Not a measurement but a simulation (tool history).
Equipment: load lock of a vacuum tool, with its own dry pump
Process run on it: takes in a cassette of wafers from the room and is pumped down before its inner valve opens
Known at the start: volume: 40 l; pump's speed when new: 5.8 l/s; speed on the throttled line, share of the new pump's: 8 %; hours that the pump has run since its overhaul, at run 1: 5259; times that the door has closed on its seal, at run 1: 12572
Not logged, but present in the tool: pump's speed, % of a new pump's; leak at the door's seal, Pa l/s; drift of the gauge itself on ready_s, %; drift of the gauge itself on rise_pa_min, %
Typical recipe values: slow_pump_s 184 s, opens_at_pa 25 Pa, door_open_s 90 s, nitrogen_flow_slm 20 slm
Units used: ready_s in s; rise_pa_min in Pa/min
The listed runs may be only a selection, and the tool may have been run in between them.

run,hour,slow_pump_s,opens_at_pa,door_open_s,nitrogen_flow_slm,hours that the pump has run since its overhaul,times that the door has closed on its seal,"incoming humidity of the room's air, %",ready_s,rise_pa_min
1,0,184,25,90,20,5259,12572,46.8,228.9,0.059
2,55.1,184,25,90,20,5314,12761,42.8,227.8,0.057
3,159,184,25,90,20,5418,13119,45.7,229.6,0.07
4,229.7,184,25,90,20,5488,13362,45,228.7,0.062
5,343.5,184,25,90,20,5602,13753,44.3,228.8,0.065
6,416.3,184,25,90,20,5675,14004,47.2,228.2,0.064
7,511.9,184,25,43,20,5771,14332,44.2,229.7,0.053
8,612.8,184,25,43,20,5871,14679,47.1,230.3,0.052
9,665.1,184,25,43,20,5924,14859,44.1,230.5,0.057
10,764,184,25,90,20,6023,15199,45.1,228.7,0.067
11,852.2,184,25,90,20,6111,15502,48.2,230.1,0.068
12,920,184,25,90,20,6179,15736,41.8,229.1,0.069
13,1034.5,184,25,90,20,6293,16129,44.8,229.3,0.074
14,1135.1,184,25,90,20,6394,16475,45.5,229,0.075
15,1187.9,184,25,90,20,6447,16657,43.4,229.5,0.073
16,1278.1,184,26,90,20,6537,16967,42.9,229.1,0.077
17,1343.9,132,25,56,20,6603,17193,45.5,181.4,0.064
18,1459.3,115,36,34,16,6718,17590,43.9,164.6,0.067
19,1567.6,131,24,29,20,6826,17962,47.3,183.8,0.061
20,1626.4,146,33,202,20,6885,18165,45.4,193.4,0.096
21,1712.1,146,33,202,20,6971,18459,42.7,193.3,0.095
22,1812.9,184,25,104,4,7072,18806,43.9,228.3,0.099
23,1868.7,184,25,104,4,7127,18998,46.6,229.2,0.103
24,1982.2,184,25,90,11,7241,19388,43.7,229.8,0.089
25,2077,184,25,90,11,7336,19714,45,230,0.095
26,2181.6,130,25,49,11,7440,20074,43,181.6,0.088
27,2250.2,184,35,90,15,7509,20310,45.5,227.1,0.094
28,2344.4,334,25,39,20,7603,20634,46,365.8,0.081
29,2395,334,25,39,20,7654,20808,43.1,366.3,0.081
30,2459.3,283,44,41,38,7718,21029,44.5,317.9,0.079
31,2519.2,283,44,41,38,7778,21235,44.6,314.3,0.076
32,2635.5,283,44,41,38,7894,21635,43.6,315.6,0.083

Here are 4 independent what-if runs from the current tool condition. What would each one return?
A,2733.1,252,38,41,7,7992,21970,43,?,?
B,2733.1,143,44,41,38,7992,21970,47.5,?,?
C,2733.1,283,27,41,38,7992,21970,45.9,?,?
D,2733.1,283,44,68,38,7992,21970,42.2,?,?

run,ready_s,rise_pa_min
A,290,0.089
B,189.1,0.082
C,318.3,0.083
D,314.1,0.088
Had the tool no hidden state, the same runs would have come out as:
run,ready_s,rise_pa_min
A,286.5,0.024
B,184.9,0.017
C,314.9,0.016
D,311.1,0.023
